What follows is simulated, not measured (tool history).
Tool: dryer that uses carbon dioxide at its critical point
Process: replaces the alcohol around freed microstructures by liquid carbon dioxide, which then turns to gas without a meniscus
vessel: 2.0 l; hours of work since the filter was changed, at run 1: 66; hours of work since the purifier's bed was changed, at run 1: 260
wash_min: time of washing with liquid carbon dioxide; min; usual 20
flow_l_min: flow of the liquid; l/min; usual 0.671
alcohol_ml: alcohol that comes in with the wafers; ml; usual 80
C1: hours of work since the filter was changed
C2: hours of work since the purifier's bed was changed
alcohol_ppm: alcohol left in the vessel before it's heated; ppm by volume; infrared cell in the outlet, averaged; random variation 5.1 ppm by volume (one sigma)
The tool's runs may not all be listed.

Run 1, day 0: usual settings; C1 66; C2 260. Result: alcohol_ppm 84 ppm by volume.
Run 2, day 0.45: usual settings; C1 71; C2 265. Result: alcohol_ppm 91 ppm by volume.
Run 3, day 1.058: usual settings but wash_min 12 min; C1 77; C2 272. Result: alcohol_ppm 911 ppm by volume.
Run 4, day 1.446: usual settings but wash_min 12 min, flow_l_min 0.484 l/min; C1 82; C2 276. Result: alcohol_ppm 2508 ppm by volume.
Run 5, day 2.021: usual settings but wash_min 12 min, flow_l_min 0.484 l/min; C1 88; C2 283. Result: alcohol_ppm 2501 ppm by volume.
Run 6, day 2.692: usual settings but wash_min 12 min, flow_l_min 0.484 l/min; C1 96; C2 290. Result: alcohol_ppm 2628 ppm by volume.
Run 7, day 3.192: usual settings but wash_min 12 min, flow_l_min 0.484 l/min; C1 101; C2 296. Result: alcohol_ppm 2586 ppm by volume.
Run 8, day 3.729: usual settings but wash_min 12 min, flow_l_min 0.484 l/min; C1 107; C2 302. Result: alcohol_ppm 2585 ppm by volume.
Run 9, day 4.35: usual settings but wash_min 12 min, flow_l_min 0.484 l/min; C1 114; C2 309. Result: alcohol_ppm 2638 ppm by volume.
Run 10, day 4.967: usual settings but wash_min 12 min, flow_l_min 0.484 l/min, alcohol_ml 110 ml; C1 121; C2 315. Result: alcohol_ppm 3599 ppm by volume.
Run 11, day 5.296: usual settings but flow_l_min 0.531 l/min; C1 125; C2 319. Result: alcohol_ppm 311 ppm by volume.
Run 12, day 5.85: usual settings but flow_l_min 0.531 l/min; C1 131; C2 325. Result: alcohol_ppm 308 ppm by volume.
Run 13, day 6.162: usual settings but flow_l_min 0.531 l/min; C1 134; C2 329. Result: alcohol_ppm 309 ppm by volume.
Run 14, day 6.646: usual settings but flow_l_min 0.531 l/min; C1 140; C2 334. Result: alcohol_ppm 332 ppm by volume.
Run 15, day 7.046: usual settings but flow_l_min 0.531 l/min; C1 144; C2 339. Result: alcohol_ppm 324 ppm by volume.
Run 16, day 7.708: usual settings but wash_min 17 min, alcohol_ml 110 ml; C1 152; C2 346. Result: alcohol_ppm 318 ppm by volume.
Run 17, day 8.092: usual settings but flow_l_min 0.48 l/min, alcohol_ml 44 ml; C1 156; C2 350. Result: alcohol_ppm 296 ppm by volume.
Run 18, day 8.775: usual settings but flow_l_min 0.48 l/min, alcohol_ml 44 ml; C1 163; C2 358. Result: alcohol_ppm 296 ppm by volume.
Run 19, day 9.146: usual settings but wash_min 22 min, flow_l_min 0.461 l/min, alcohol_ml 91 ml; C1 168; C2 362. Result: alcohol_ppm 461 ppm by volume.
Run 20, day 9.612: usual settings but wash_min 22 min, flow_l_min 0.461 l/min, alcohol_ml 91 ml; C1 173; C2 367. Result: alcohol_ppm 459 ppm by volume.
Run 21, day 10.042: usual settings but wash_min 22 min, flow_l_min 0.461 l/min, alcohol_ml 91 ml; C1 178; C2 372. Result: alcohol_ppm 483 ppm by volume.
Run 22, day 10.746: usual settings but wash_min 26 min, flow_l_min 1.014 l/min, alcohol_ml 41 ml; C1 185; C2 380. Result: alcohol_ppm 37 ppm by volume.
Run 23, day 11.25: usual settings but wash_min 26 min, flow_l_min 1.014 l/min, alcohol_ml 41 ml; C1 191; C2 385. Result: alcohol_ppm 36 ppm by volume.
Run 24, day 11.579: usual settings but wash_min 12 min, flow_l_min 0.484 l/min, alcohol_ml 26 ml; C1 195; C2 389. Result: alcohol_ppm 954 ppm by volume.
Run 25, day 11.95: usual settings but wash_min 12 min, flow_l_min 0.597 l/min, alcohol_ml 52 ml; C1 199; C2 393. Result: alcohol_ppm 1079 ppm by volume.
Run 26, day 12.417: usual settings but wash_min 29 min, flow_l_min 1.015 l/min, alcohol_ml 32 ml; C1 204; C2 398. Result: alcohol_ppm 36 ppm by volume.
Run 27, day 12.975: usual settings but flow_l_min 0.609 l/min, alcohol_ml 32 ml; C1 210; C2 405. Result: alcohol_ppm 100 ppm by volume.
Run 28, day 13.483: usual settings but flow_l_min 0.516 l/min, alcohol_ml 76 ml; C1 216; C2 410. Result: alcohol_ppm 414 ppm by volume.
Run 29, day 13.946: usual settings but wash_min 30 min, flow_l_min 0.886 l/min, alcohol_ml 91 ml; C1 221; C2 416. Result: alcohol_ppm 31 ppm by volume.
Run 30, day 14.571: usual settings but wash_min 30 min, flow_l_min 0.886 l/min, alcohol_ml 91 ml; C1 228; C2 422. Result: alcohol_ppm 39 ppm by volume.

3 ways to go on from here, each from the tool as it stands after run 30. What would each give?
Run A, day 15.229: usual settings but wash_min 30 min, flow_l_min 0.453 l/min, alcohol_ml 78 ml; C1 235; C2 430. Result: alcohol_ppm ?.
Run B, day 15.229: usual settings but wash_min 30 min, flow_l_min 0.685 l/min, alcohol_ml 71 ml; C1 235; C2 430. Result: alcohol_ppm ?.
Run C, day 15.229: usual settings but wash_min 30 min, flow_l_min 0.446 l/min, alcohol_ml 91 ml; C1 235; C2 430. Result: alcohol_ppm ?.

run  alcohol_ppm
  A          123
  B           44
  C          164
Without the tool's hidden state the same runs would have given:
run  alcohol_ppm
  A           41
  B            9
  C           70

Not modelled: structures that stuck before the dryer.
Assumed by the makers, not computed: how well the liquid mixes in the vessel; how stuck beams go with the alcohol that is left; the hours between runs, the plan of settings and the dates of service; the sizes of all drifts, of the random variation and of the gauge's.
